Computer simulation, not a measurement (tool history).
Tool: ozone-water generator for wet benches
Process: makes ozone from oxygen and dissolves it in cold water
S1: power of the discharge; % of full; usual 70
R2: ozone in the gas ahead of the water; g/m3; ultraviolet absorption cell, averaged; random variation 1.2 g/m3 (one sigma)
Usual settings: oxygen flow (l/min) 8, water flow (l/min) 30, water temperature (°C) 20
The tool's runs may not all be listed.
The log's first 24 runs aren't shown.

Run 25, hour 906.7: usual settings but S1 60 % of full, oxygen flow (l/min) 12.8, water flow (l/min) 23, water temperature (°C) 17. Result: dissolved ozone (ppm) 22.9, R2 150.9 g/m3.
Run 26, hour 933: usual settings but S1 60 % of full, oxygen flow (l/min) 12.8, water flow (l/min) 23, water temperature (°C) 17. Result: dissolved ozone (ppm) 23, R2 149.8 g/m3.
Run 27, hour 956.5: usual settings but S1 60 % of full, oxygen flow (l/min) 12.8, water flow (l/min) 23, water temperature (°C) 18. Result: dissolved ozone (ppm) 22.4, R2 150.7 g/m3.
Run 28, hour 985.9: usual settings but S1 63 % of full, oxygen flow (l/min) 12.8, water flow (l/min) 23, water temperature (°C) 18. Result: dissolved ozone (ppm) 23.5, R2 157 g/m3.
At hour 997.8: contactor cleaned, once more.
Run 29, hour 1033.4: usual settings but S1 45 % of full, oxygen flow (l/min) 5.29, water temperature (°C) 15. Result: dissolved ozone (ppm) 13.7, R2 164.9 g/m3.
Run 30, hour 1065.5: usual settings but S1 45 % of full, oxygen flow (l/min) 5.29, water temperature (°C) 15. Result: dissolved ozone (ppm) 14, R2 164.1 g/m3.
Run 31, hour 1091.8: usual settings but S1 45 % of full, oxygen flow (l/min) 8.61, water flow (l/min) 20, water temperature (°C) 26. Result: dissolved ozone (ppm) 16.6, R2 138.7 g/m3.
Run 32, hour 1129.1: usual settings but S1 71 % of full, oxygen flow (l/min) 4.5, water temperature (°C) 27. Result: dissolved ozone (ppm) 16.3, R2 246.3 g/m3.
Run 33, hour 1172.7: usual settings but S1 71 % of full, oxygen flow (l/min) 4.5, water temperature (°C) 27. Result: dissolved ozone (ppm) 16.1, R2 244.6 g/m3.

Forecast each of these 3 alternatives for the next run:
Run A, hour 1214: usual settings but S1 83 % of full. Result: dissolved ozone (ppm) ?, R2 ?.
Run B, hour 1214: usual settings but S1 83 % of full, water temperature (°C) 26. Result: dissolved ozone (ppm) ?, R2 ?.
Run C, hour 1214: usual settings but oxygen flow (l/min) 5.89, water temperature (°C) 22. Result: dissolved ozone (ppm) ?, R2 ?.

run  dissolved ozone (ppm)     R2
  A                   22.6  226.5
  B                   21.1    226
  C                   18.4  221.9
Without the tool's hidden state the same runs would have given:
run  dissolved ozone (ppm)     R2
  A                   24.1  238.5
  B                   22.5    238
  C                   19.5  232.2
